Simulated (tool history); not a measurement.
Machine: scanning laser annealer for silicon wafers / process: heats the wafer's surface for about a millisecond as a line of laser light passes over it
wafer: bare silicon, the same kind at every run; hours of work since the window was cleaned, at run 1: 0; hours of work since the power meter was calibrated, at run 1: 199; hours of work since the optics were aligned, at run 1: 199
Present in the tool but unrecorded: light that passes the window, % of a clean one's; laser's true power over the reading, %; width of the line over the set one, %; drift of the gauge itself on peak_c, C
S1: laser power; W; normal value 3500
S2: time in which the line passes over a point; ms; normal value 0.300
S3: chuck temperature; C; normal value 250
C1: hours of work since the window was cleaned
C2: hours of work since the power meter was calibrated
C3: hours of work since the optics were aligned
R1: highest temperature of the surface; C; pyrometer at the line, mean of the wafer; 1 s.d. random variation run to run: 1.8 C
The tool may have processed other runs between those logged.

run     day    S1     S2   S3   C1   C2   C3    R1
  1   0.000  3500  0.300  250    0  199  199   988
  2   0.454  3500  0.300  250    8  207  207   990
  3   0.721  3500  0.300  250   13  212  212   987
  4   1.146  3500  0.300  250   20  219  219   987
  5   1.579  3505  0.300  250   28  227  227   991
  6   1.933  3505  0.300  250   34  233  233   990
  7   2.383  3505  0.300  250   42  241  241   985
  8   2.717  3505  0.300  250   48  247  247   984
  9   3.238  3505  0.300  250   57  256  256   985
 10   3.758  3505  0.300  250   67  265  265   987
 11   4.088  3500  0.216  250   73  271  271   869
 12   4.542  3500  0.216  250   81  279  279   871
 13   4.983  3500  0.216  250   88  287  287   870
 14   5.329  3500  0.216  250   95  293  293   867
 15   5.725  3500  0.216  250  102  300  300   868
 16   6.075  3500  0.216  250  108  307  307   870
 17   6.517  3500  0.216  250  116  314  314   868
 18   6.850  3500  0.216  250  122  320  320   871
 19   7.200  3226  0.300  250  128  326  326   912
 20   7.521  3500  0.307  250  133  332  332   986
 21   7.975  3500  0.312  250  142  340  340   991
 22   8.233  3219  0.243  250  146  345  345   843
 23   8.583  3219  0.243  250  152  351  351   843
      8.704  -- window over the wafer cleaned
 24   8.912  3219  0.243  250    4  355  355   838
 25   9.429  3219  0.243  250   13  365  365   835
 26   9.838  3500  0.244  250   20  372  372   900
     10.167  -- window over the wafer cleaned, once more
 27  10.217  3500  0.244  250    1  377  377   909
 28  10.562  3687  0.329  230    7  383  383  1048

Predict the results of run 29:
 29  10.954  3687  0.329  230  14  390  390   ?

R1: 1047 C
With the hidden condition absent and the run-to-run variation left alone, this run would have shown R1 1064 C.
